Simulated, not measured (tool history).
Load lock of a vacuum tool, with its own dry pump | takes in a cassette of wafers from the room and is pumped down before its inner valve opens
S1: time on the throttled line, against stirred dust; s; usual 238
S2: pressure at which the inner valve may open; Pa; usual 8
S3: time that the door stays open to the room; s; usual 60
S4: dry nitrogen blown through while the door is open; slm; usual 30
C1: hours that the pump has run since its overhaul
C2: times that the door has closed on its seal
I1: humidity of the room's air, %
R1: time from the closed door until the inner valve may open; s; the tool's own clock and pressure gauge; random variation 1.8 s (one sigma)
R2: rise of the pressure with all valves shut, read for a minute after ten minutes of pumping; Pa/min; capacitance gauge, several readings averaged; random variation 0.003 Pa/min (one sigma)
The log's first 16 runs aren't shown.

run     hour   S1  S2   S3  S4     C1     C2    I1     R1     R2
 17   6083.7  238   8   60  15  10468  13380    48  318.6  0.093
 18   6512.7  238   8   60  30  10897  15363  46.6  321.2  0.099
 19   6770.7  238   8   60  30  11155  16555  44.2  318.7  0.099
 20     7043  175   8   60  12  11428  17814  46.7  265.3  0.116
 21   7323.3  352  11   95   6  11708  19110  44.4    424  0.155
 22   7542.9  225   8   60  10  11927  20125  42.6  316.2  0.137
 23   7964.6  318   8   29  10  12349  22074  48.3  390.9  0.136
 24   8267.3  238   8  179  30  12652  23473  45.5  326.6  0.171
 25   8561.7  261   8  179  30  12946  24834  45.4  347.3  0.188
      8702.7  -- dry pump taken out, an overhauled one fitted
 26   8773.6  261   8  179  30     71  25786  44.5  322.7  0.193
 27   9137.6  238   8   80   4    435  27468  44.3    300  0.211
 28   9368.6  174   8   80  16    666  28536  46.1    243  0.206
 29   9756.2  366   9   31  30   1054  30328  44.8  416.9  0.191
 30  10157.1  135  11   67   6   1454  32181  44.8  207.5   0.24
 31  10542.4  135  14   27   6   1840  33962    47  205.7  0.239
 32  10837.2  298  11   61   9   2135  35324  43.7  355.3  0.269
 33  11110.7  298  11   61   9   2408  36589  48.6  356.8  0.279
 34  11448.7  238   8   60  23   2746  38151  45.1    306  0.278
 35  11698.1  163  13   60  30   2995  39304  47.2  229.5  0.284
 36    12194  238   8   60   6   3491  41596  44.5  303.6  0.334
 37  12417.6  420   7  233   9   3715  42630  45.8  473.8  0.419

Forecast each of these 4 alternatives for the next run:
  A  12768  275   7  233   9  4065  44249  47.7   ?   ?
  B  12768  419   8   87  28  4065  44249  46.6   ?   ?
  C  12768  232   8   60  31  4065  44249  44.5   ?   ?
  D  12768  238   6   52  30  4065  44249  47.3   ?   ?

run     R1     R2
  A  343.7  0.438
  B  474.7  0.354
  C  305.3  0.343
  D  311.4  0.345
Without the tool's hidden state the same runs would have given:
run     R1     R2
  A  338.6  0.124
  B  470.6  0.036
  C  300.1  0.024
  D  305.8  0.023
